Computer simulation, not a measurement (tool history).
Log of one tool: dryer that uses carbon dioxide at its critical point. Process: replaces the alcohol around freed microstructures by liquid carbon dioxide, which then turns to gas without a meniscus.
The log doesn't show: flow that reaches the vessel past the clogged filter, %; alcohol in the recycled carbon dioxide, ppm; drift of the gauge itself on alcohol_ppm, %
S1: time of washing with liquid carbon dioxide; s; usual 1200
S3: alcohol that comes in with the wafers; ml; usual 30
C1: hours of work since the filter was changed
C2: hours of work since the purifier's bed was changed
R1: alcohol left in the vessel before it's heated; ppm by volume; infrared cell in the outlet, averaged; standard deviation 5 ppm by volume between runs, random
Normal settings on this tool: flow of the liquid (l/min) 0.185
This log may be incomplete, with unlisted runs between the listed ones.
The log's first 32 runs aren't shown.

run 33 hour=289.7 | S1=1260 flow_of_the_liquid_(l/min)=0.185 S3=107 | C1=21 C2=313 | R1=215
run 34 hour=301.6 | S1=1680 flow_of_the_liquid_(l/min)=0.283 S3=30 | C1=27 C2=318 | R1=103
run 35 hour=308.9 | S1=1680 flow_of_the_liquid_(l/min)=0.120 S3=30 | C1=30 C2=322 | R1=212
run 36 hour=314.4 | S1=1680 flow_of_the_liquid_(l/min)=0.120 S3=30 | C1=33 C2=324 | R1=208
run 37 hour=326.8 | S1=1680 flow_of_the_liquid_(l/min)=0.120 S3=30 | C1=39 C2=330 | R1=209
run 38 hour=338.4 | S1=960 flow_of_the_liquid_(l/min)=0.187 S3=33 | C1=44 C2=336 | R1=312
run 39 hour=348.4 | S1=1920 flow_of_the_liquid_(l/min)=0.185 S3=53 | C1=49 C2=340 | R1=109
run 40 hour=355.4 | S1=1200 flow_of_the_liquid_(l/min)=0.227 S3=69 | C1=52 C2=344 | R1=127
run 41 hour=367.0 | S1=1200 flow_of_the_liquid_(l/min)=0.202 S3=94 | C1=58 C2=349 | R1=178
run 42 hour=379.4 | S1=900 flow_of_the_liquid_(l/min)=0.302 S3=117 | C1=63 C2=355 | R1=142
run 43 hour=386.5 | S1=1320 flow_of_the_liquid_(l/min)=0.185 S3=50 | C1=67 C2=358 | R1=160
run 44 hour=398.6 | S1=1320 flow_of_the_liquid_(l/min)=0.303 S3=63 | C1=72 C2=364 | R1=119
run 45 hour=408.5 | S1=1320 flow_of_the_liquid_(l/min)=0.303 S3=63 | C1=77 C2=369 | R1=127
run 46 hour=414.0 | S1=1320 flow_of_the_liquid_(l/min)=0.162 S3=63 | C1=80 C2=371 | R1=257

What if the next run were any one of these 5? Each begins from the tool's condition after run 46:
run A hour=424.7 | S1=1320 flow_of_the_liquid_(l/min)=0.162 S3=83 | C1=85 C2=376 | R1=?
run B hour=424.7 | S1=1320 flow_of_the_liquid_(l/min)=0.154 S3=28 | C1=85 C2=376 | R1=?
run C hour=424.7 | S1=900 flow_of_the_liquid_(l/min)=0.311 S3=49 | C1=85 C2=376 | R1=?
run D hour=424.7 | S1=1200 flow_of_the_liquid_(l/min)=0.138 S3=30 | C1=85 C2=376 | R1=?
run E hour=424.7 | S1=1320 flow_of_the_liquid_(l/min)=0.169 S3=63 | C1=85 C2=376 | R1=?

run=A R1=307
run=B R1=211
run=C R1=129
run=D R1=455
run=E R1=223
Stripped of hidden state, with their random variation kept, the same runs would have yielded:
run=A R1=153
run=B R1=79
run=C R1=9
run=D R1=285
run=E R1=89

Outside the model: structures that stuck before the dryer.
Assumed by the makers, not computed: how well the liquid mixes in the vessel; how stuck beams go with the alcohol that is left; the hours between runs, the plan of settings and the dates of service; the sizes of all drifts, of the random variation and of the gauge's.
